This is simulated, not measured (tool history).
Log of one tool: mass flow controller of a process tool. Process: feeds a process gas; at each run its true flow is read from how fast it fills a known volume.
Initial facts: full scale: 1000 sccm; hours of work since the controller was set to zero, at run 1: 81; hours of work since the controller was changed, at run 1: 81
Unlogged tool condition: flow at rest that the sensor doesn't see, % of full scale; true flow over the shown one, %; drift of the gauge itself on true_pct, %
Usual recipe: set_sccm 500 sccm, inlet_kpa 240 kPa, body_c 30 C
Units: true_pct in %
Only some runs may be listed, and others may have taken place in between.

run	hour	set_sccm	inlet_kpa	body_c	hours of work since the controller was set to zero	hours of work since the controller was changed	true_pct
1	0.0	500	240	30	81	81	100.14
2	52.3	500	240	30	105	105	100.20
3	99.1	500	181	30	127	127	99.76
4	139.2	500	181	30	146	146	99.82
5	201.3	500	181	30	175	175	99.85
6	271.4	203	240	30	208	208	99.56
7	353.6	500	240	30	247	247	100.07
8	421.5	500	240	30	279	279	100.25
9	460.1	500	240	30	297	297	100.08
10	523.4	500	240	25	326	326	99.82
11	587.2	500	240	25	356	356	99.83
12	640.6	500	240	25	382	382	99.85
13	710.0	500	240	30	414	414	99.99
14	777.5	132	234	31	446	446	98.71
15	827.6	122	141	30	469	469	97.75
16	860.7	139	172	30	485	485	98.20
17	925.2	139	172	30	515	515	98.02
18	962.4	865	230	30	533	533	100.49
19	1013.1	687	223	21	556	556	99.73
20	1070.8	687	223	21	584	584	99.79
21	1147.3	687	223	21	619	619	99.74
22	1209.2	687	223	37	649	649	100.50
23	1242.4	687	206	26	664	664	99.79
24	1320.7	806	240	28	701	701	100.34
25	1379.9	402	172	27	729	729	99.18
26	1445.7	402	145	39	760	760	99.58

Forecast each of these 5 alternatives for the next run:
A	1486.0	609	145	39	778	778	?
B	1486.0	109	238	21	778	778	?
C	1486.0	219	225	24	778	778	?
D	1486.0	217	192	39	778	778	?
E	1486.0	105	180	30	778	778	?

run	true_pct
A	100.00
B	96.75
C	98.36
D	98.92
E	96.78
Stripped of hidden state, with their random variation kept, the same runs would have yielded:
run	true_pct
A	100.04
B	99.23
C	99.35
D	99.92
E	99.37

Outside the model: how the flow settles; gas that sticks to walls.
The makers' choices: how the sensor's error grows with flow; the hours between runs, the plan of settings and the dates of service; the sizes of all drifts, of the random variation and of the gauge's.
